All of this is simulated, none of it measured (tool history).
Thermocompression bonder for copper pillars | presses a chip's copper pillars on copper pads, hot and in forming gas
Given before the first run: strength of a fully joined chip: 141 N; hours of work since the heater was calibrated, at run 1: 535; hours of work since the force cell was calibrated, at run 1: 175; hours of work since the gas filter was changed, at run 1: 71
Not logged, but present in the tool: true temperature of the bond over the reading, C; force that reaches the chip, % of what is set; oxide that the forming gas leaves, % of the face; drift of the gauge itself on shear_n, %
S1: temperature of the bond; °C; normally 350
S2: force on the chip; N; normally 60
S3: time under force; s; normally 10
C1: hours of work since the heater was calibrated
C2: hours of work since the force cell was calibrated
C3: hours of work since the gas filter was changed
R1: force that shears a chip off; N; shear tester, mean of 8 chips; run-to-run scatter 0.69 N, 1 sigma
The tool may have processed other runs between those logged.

Run 1, day 0.000: usual settings; C1 535; C2 175; C3 71. Result: R1 89.2 N.
Run 2, day 0.296: usual settings; C1 540; C2 180; C3 76. Result: R1 89.1 N.
Run 3, day 0.650: usual settings but S2 51 N; C1 546; C2 186; C3 82. Result: R1 78.0 N.
Run 4, day 1.042: usual settings but S3 14 s; C1 553; C2 192; C3 88. Result: R1 96.1 N.
Run 5, day 1.254: usual settings but S3 14 s; C1 556; C2 196; C3 92. Result: R1 96.5 N.
Run 6, day 1.467: usual settings but S3 14 s; C1 560; C2 200; C3 96. Result: R1 96.3 N.
Run 7, day 1.862: usual settings; C1 567; C2 206; C3 102. Result: R1 86.9 N.
Run 8, day 2.088: usual settings but S3 6 s; C1 570; C2 210; C3 106. Result: R1 74.1 N.
Run 9, day 2.271: usual settings; C1 574; C2 213; C3 109. Result: R1 86.3 N.
Run 10, day 2.600: usual settings; C1 579; C2 219; C3 115. Result: R1 86.9 N.
Run 11, day 2.954: usual settings; C1 585; C2 225; C3 121. Result: R1 86.4 N.
Run 12, day 3.346: usual settings; C1 592; C2 231; C3 128. Result: R1 87.7 N.
Run 13, day 3.754: usual settings; C1 599; C2 238; C3 134. Result: R1 86.2 N.
Run 14, day 4.100: usual settings but S1 354 °C, S3 19 s; C1 605; C2 244; C3 140. Result: R1 104.5 N.
Run 15, day 4.508: usual settings but S1 365 °C, S3 20 s; C1 612; C2 251; C3 147. Result: R1 112.8 N.
Run 16, day 4.908: usual settings but S1 365 °C, S3 20 s; C1 618; C2 258; C3 154. Result: R1 112.1 N.
Run 17, day 5.271: usual settings but S2 53 N; C1 624; C2 264; C3 160. Result: R1 77.8 N.
Run 18, day 5.596: usual settings but S2 62 N, S3 6 s; C1 630; C2 270; C3 166. Result: R1 75.0 N.
Run 19, day 6.004: usual settings but S2 62 N, S3 6 s; C1 637; C2 277; C3 173. Result: R1 75.3 N.
Run 20, day 6.208: usual settings but S1 335 °C, S2 54 N, S3 9 s; C1 640; C2 280; C3 176. Result: R1 65.6 N.
Run 21, day 6.512: usual settings but S1 354 °C, S2 39 N, S3 29 s; C1 646; C2 285; C3 181. Result: R1 88.8 N.
Run 22, day 6.688: usual settings but S1 376 °C, S2 43 N, S3 29 s; C1 649; C2 288; C3 184. Result: R1 109.4 N.

Branching from run 22: 4 alternative next runs. What would each branch give?
Run A, day 7.054: usual settings but S1 376 °C, S2 43 N, S3 6 s; C1 655; C2 294; C3 191. Result: R1 ?.
Run B, day 7.054: usual settings but S1 353 °C, S2 36 N, S3 29 s; C1 655; C2 294; C3 191. Result: R1 ?.
Run C, day 7.054: usual settings but S1 332 °C, S2 43 N, S3 29 s; C1 655; C2 294; C3 191. Result: R1 ?.
Run D, day 7.054: usual settings but S1 334 °C, S2 39 N, S3 29 s; C1 655; C2 294; C3 191. Result: R1 ?.

run    R1
  A  72.1
  B  82.4
  C  76.9
  D  73.5
With the hidden condition removed and each run's random variation left untouched, the same runs would have given:
run    R1
  A  74.8
  B  85.4
  C  79.4
  D  75.8
